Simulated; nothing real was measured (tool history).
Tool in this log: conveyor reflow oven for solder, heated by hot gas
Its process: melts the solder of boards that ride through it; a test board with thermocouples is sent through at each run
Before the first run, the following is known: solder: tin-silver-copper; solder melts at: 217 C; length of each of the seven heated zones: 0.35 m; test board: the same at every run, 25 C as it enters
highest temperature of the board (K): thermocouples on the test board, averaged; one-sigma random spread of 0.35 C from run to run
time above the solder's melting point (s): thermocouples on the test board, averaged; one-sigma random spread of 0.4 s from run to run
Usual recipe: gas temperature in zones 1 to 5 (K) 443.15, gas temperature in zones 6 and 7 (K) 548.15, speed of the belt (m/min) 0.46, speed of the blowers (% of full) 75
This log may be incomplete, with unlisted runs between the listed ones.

run	hour	gas temperature in zones 1 to 5 (K)	gas temperature in zones 6 and 7 (K)	speed of the belt (m/min)	speed of the blowers (% of full)	highest temperature of the board (K)	time above the solder's melting point (s)
1	0	443.15	548.15	0.46	75	536.65	75.8
2	29.7	443.15	548.15	0.46	75	536.35	75.4
3	53.5	443.15	548.15	0.46	75	537.25	75.6
4	79.2	443.15	548.15	0.46	75	536.15	75.3
5	125.1	443.15	548.15	0.46	75	536.35	74.9
6	164.4	443.15	548.15	0.46	75	536.25	75.3
7	208.1	443.15	555.15	0.46	75	542.15	78.7
8	234	443.15	555.15	0.46	75	541.95	77.9
# hour 243.6: thermocouples of zones 6 and 7 changed
9	279.8	443.15	555.15	0.46	75	538.05	76
# hour 295.9: flux residue cleaned out of gas plates and filters
10	329.5	429.15	540.15	0.46	75	523.35	60.9
# hour 337: belt drive overhauled, speed set with a stopwatch
11	358.1	452.15	563.15	0.513	75	543.75	75.2
12	386.6	456.15	549.15	0.393	75	539.85	97.3
13	437.6	454.15	541.15	0.46	75	527.85	75.1
# hour 468.1: belt drive overhauled, speed set with a stopwatch, once more
14	491.2	454.15	541.15	0.46	75	527.75	73.5
15	519.8	434.15	562.15	0.377	73	550.05	97.5
16	571.9	434.15	562.15	0.377	73	549.55	98.2
# hour 603.3: flux residue cleaned out of gas plates and filters
17	603.3	435.15	543.15	0.374	80	534.35	91.1

5 ways to go on from here, each from the tool as it stands after run 17. What would each give?
A	631.8	443.15	555.15	0.46	75	?	?
B	631.8	435.15	543.15	0.374	56	?	?
C	631.8	435.15	543.15	0.374	69	?	?
D	631.8	443.15	555.15	0.46	53	?	?
E	631.8	443.15	548.15	0.546	75	?	?

run	highest temperature of the board (K)	time above the solder's melting point (s)
A	540.15	77.6
B	528.05	82.3
C	532.65	87.5
D	530.95	69.7
E	527.15	57
Take away the tool's hidden state, keep each run's random variation, and the runs would have read:
run	highest temperature of the board (K)	time above the solder's melting point (s)
A	539.35	76.9
B	527.15	81.3
C	531.75	86.6
D	530.05	68.9
E	526.45	56.3
